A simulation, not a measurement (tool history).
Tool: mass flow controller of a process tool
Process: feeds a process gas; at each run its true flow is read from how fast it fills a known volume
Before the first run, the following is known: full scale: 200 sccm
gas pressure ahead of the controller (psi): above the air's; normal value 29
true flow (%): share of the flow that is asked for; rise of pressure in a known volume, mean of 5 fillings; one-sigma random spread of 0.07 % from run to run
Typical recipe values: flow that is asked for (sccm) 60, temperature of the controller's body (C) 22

run	day	flow that is asked for (sccm)	gas pressure ahead of the controller (psi)	temperature of the controller's body (C)	true flow (%)
1	0	60	29	22	96.73
2	2.396	60	29	22	96.84
3	6.896	60	29	22	96.74
4	11.162	60	29	22	96.76
5	14.475	92	29	22	97.28
6	19.8	92	29	39	99.02
7	25.338	92	29	39	98.94
8	30.612	92	35.1	39	98.58
9	34.262	92	22	39	99.11
10	39.746	92	22	39	99.08
11	43.658	60	29	22	96.35
12	47.162	60	22.8	22	96.79
13	52.262	60	20.5	22	96.7
# day 52.538: controller's zero set anew
14	55.9	60	20.5	22	96.43
15	59.504	34	20.5	22	95.18
16	64.15	189	39.7	22	97.49
17	68.083	38	21.5	36	96.78
18	72.754	174	25.2	22	97.94
19	75.142	96	24.8	22	96.66
20	78.029	96	24.8	22	96.78
# day 81.104: controller's zero set anew, once more
21	82.667	44	29	23	96.75
22	86.462	119	29	28	98.09
23	88.821	119	29	28	98.08
24	92.038	31	35.5	25	96.37
25	96.75	58	32.9	29	97.19
26	101.917	124	33.8	27	97.61
27	104.75	124	21.6	28	98.32
28	110.033	124	30.7	30	98.09

Predict each of these 5 candidate next runs independently; none follows another, all start after run 28:
A	113.792	67	36.4	32	?
B	113.792	52	29	32	?
C	113.792	75	31.3	32	?
D	113.792	121	29	38	?
E	113.792	60	20.3	22	?

run	true flow (%)
A	97.16
B	97.36
C	97.51
D	98.93
E	96.96
With the hidden condition removed and each run's random variation left untouched, the same runs would have given:
run	true flow (%)
A	98.83
B	99.06
C	99.17
D	100.55
E	98.64
